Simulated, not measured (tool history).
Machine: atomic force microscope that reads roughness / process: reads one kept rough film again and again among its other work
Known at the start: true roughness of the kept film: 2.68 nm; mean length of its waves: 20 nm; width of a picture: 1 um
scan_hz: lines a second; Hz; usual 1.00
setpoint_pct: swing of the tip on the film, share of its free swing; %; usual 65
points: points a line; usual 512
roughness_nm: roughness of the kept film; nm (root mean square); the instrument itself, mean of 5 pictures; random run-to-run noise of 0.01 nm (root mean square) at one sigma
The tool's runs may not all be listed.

| run | day | scan_hz | setpoint_pct | points | roughness_nm |
|---|---|---|---|---|---|
| 1 | 0.000 | 1.00 | 65 | 512 | 2.286 |
| 2 | 1.829 | 1.00 | 65 | 512 | 2.026 |
| 3 | 2.871 | 1.00 | 65 | 512 | 1.940 |
| 4 | 4.796 | 1.00 | 65 | 512 | 1.752 |
|  | 5.975 | new tip fitted |
| 5 | 6.796 | 1.00 | 65 | 512 | 2.164 |
| 6 | 8.750 | 1.00 | 65 | 512 | 1.904 |
| 7 | 10.483 | 1.00 | 65 | 512 | 1.745 |
| 8 | 11.721 | 1.00 | 65 | 512 | 1.620 |
|  | 12.042 | new tip fitted |
|  | 12.521 | height scale calibrated on a step standard |
| 9 | 13.662 | 1.00 | 65 | 512 | 2.072 |
| 10 | 14.721 | 1.00 | 65 | 512 | 1.946 |
| 11 | 15.642 | 1.00 | 65 | 512 | 1.843 |
| 12 | 17.583 | 1.00 | 65 | 525 | 1.669 |
|  | 18.100 | new tip fitted |
| 13 | 18.704 | 1.00 | 77 | 512 | 2.179 |
| 14 | 19.825 | 1.00 | 65 | 497 | 2.075 |
| 15 | 21.529 | 1.00 | 65 | 512 | 1.899 |
| 16 | 22.850 | 1.73 | 65 | 512 | 1.756 |
|  | 24.104 | new tip fitted |
| 17 | 24.938 | 0.82 | 80 | 512 | 2.172 |
| 18 | 25.867 | 0.82 | 80 | 512 | 2.046 |
| 19 | 27.429 | 1.17 | 62 | 532 | 1.878 |
| 20 | 28.525 | 2.12 | 73 | 582 | 1.725 |
| 21 | 29.775 | 2.12 | 73 | 582 | 1.620 |
|  | 30.079 | new tip fitted |
| 22 | 31.817 | 0.83 | 89 | 269 | 1.970 |
| 23 | 33.592 | 1.11 | 75 | 407 | 1.833 |
| 24 | 35.550 | 1.11 | 75 | 407 | 1.664 |
|  | 36.171 | new tip fitted |
| 25 | 37.608 | 1.22 | 56 | 322 | 2.046 |
| 26 | 38.550 | 1.00 | 69 | 338 | 1.973 |
| 27 | 39.638 | 1.23 | 82 | 312 | 1.794 |
| 28 | 40.862 | 2.16 | 82 | 258 | 1.595 |
| 29 | 41.862 | 0.50 | 65 | 586 | 1.675 |
|  | 42.225 | new tip fitted |
| 30 | 43.608 | 0.50 | 65 | 586 | 2.098 |

Selected run-to-run steps in roughness_nm, each split into two signed amounts: the part the tool would show with no hidden state at all (from settings, incoming material and random variation), and the remainder, which goes to the hidden state together with any gauge scatter not common to the measured and the hidden-state-free results:
Hidden state at play: radius of the tip, nm; height scale over the true one, %; drift of the gauge itself on roughness_nm, %.
Run 8 -> 9: new tip fitted, height scale calibrated on a step standard. roughness_nm +0.452 nm (root mean square): hidden state +0.451, all else +0.001.
Run 12 -> 13: setpoint_pct 65 -> 77, points 525 -> 512, new tip fitted. roughness_nm +0.510 nm (root mean square): hidden state +0.535, all else -0.025.
Run 29 -> 30: new tip fitted. roughness_nm +0.423 nm (root mean square): hidden state +0.448, all else -0.025.
